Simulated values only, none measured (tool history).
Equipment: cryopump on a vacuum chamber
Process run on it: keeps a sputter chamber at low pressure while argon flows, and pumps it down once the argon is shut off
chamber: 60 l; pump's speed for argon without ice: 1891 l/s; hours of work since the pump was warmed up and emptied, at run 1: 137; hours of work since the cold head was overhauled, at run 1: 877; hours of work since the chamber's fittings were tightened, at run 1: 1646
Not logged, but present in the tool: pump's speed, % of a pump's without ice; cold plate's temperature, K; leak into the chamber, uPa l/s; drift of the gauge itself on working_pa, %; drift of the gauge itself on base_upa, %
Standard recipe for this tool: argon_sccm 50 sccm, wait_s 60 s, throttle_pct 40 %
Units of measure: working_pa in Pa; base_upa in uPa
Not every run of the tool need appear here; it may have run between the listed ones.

run	hour	argon_sccm	wait_s	throttle_pct	hours of work since the pump was warmed up and emptied	hours of work since the cold head was overhauled	hours of work since the chamber's fittings were tightened	working_pa	base_upa
1	0.0	50	60	40	137	877	1646	0.1186	1.96
2	27.8	50	60	40	151	891	1660	0.1191	2.04
3	67.2	50	60	40	172	911	1680	0.1211	2.03
4	102.1	50	60	40	189	929	1698	0.1219	2.14
5	138.3	50	60	40	208	948	1717	0.1229	2.16
6	175.7	51	60	40	227	967	1736	0.1251	2.18
7	209.6	51	60	40	245	984	1753	0.1274	2.27
8	232.3	51	60	40	256	996	1765	0.1278	2.36
9	253.5	50	60	40	267	1007	1776	0.1259	2.36
10	287.0	50	60	40	285	1024	1793	0.1266	2.33
11	317.1	50	60	40	300	1040	1809	0.1283	2.47
# hour 337.3: leaking fittings of the chamber tightened, without venting
12	337.9	50	60	40	310	1049	0	0.1288	0.53
13	374.4	50	60	48	328	1068	19	0.1122	0.52
14	403.9	45	60	48	344	1083	34	0.1020	0.54
# hour 415.6: pump warmed up, emptied and cooled again
15	448.1	50	57	40	17	1103	54	0.1125	0.53
16	486.4	50	57	40	36	1123	74	0.1137	0.52
17	526.6	26	57	40	57	1144	95	0.0592	0.56
18	567.4	26	57	40	78	1165	116	0.0598	0.58
19	609.1	26	57	40	99	1186	137	0.0605	0.59
20	642.3	50	161	52	117	1203	154	0.0913	0.44
21	673.9	50	45	47	133	1219	170	0.1001	0.72
22	695.2	32	62	21	144	1230	181	0.1406	0.62
23	718.0	32	62	21	155	1242	193	0.1405	0.68
24	761.0	55	110	32	178	1264	215	0.1634	0.58
25	796.3	55	110	32	196	1282	233	0.1637	0.61
26	816.7	39	38	18	206	1293	244	0.2014	0.89
27	844.5	40	48	26	220	1307	258	0.1463	0.79
28	881.1	60	53	40	239	1326	277	0.1491	0.79
29	915.2	60	53	40	257	1343	294	0.1510	0.84
30	951.0	35	53	20	275	1362	313	0.1668	0.88
31	975.6	35	53	20	288	1375	326	0.1666	0.85
32	1018.1	35	53	20	310	1396	347	0.1679	0.94
33	1054.6	35	53	20	329	1415	366	0.1685	0.91
# hour 1095.0: pump warmed up, emptied and cooled again
34	1100.1	35	53	20	3	1436	387	0.1576	0.76

Entry by entry between the runs, the difference in hidden state between the last listed run before and the first listed run after:
From run 11 to run 12: leaking fittings of the chamber tightened, without venting (hour 337.3)
  pump's speed, % of a pump's without ice: 73.7 -> 73; cold plate's temperature, K: 12.43 -> 12.44; leak into the chamber, uPa l/s: 2985 -> 331
  measured less the result without the state, working_pa: +0.0165 -> +0.0170 Pa; base_upa: +1.99 -> +0.09 uPa
From run 14 to run 15: pump warmed up, emptied and cooled again (hour 415.6)
  pump's speed, % of a pump's without ice: 70.1 -> 98.5; cold plate's temperature, K: 12.45 -> 12.46; leak into the chamber, uPa l/s: 381 -> 412
  measured less the result without the state, working_pa: +0.0177 -> +0.0011 Pa; base_upa: +0.13 -> +0.07 uPa
From run 33 to run 34: pump warmed up, emptied and cooled again (hour 1095.0)
  pump's speed, % of a pump's without ice: 72.6 -> 99.2; cold plate's temperature, K: 12.57 -> 12.58; leak into the chamber, uPa l/s: 848 -> 877
  measured less the result without the state, working_pa: +0.0123 -> +0.0006 Pa; base_upa: +0.46 -> +0.30 uPa

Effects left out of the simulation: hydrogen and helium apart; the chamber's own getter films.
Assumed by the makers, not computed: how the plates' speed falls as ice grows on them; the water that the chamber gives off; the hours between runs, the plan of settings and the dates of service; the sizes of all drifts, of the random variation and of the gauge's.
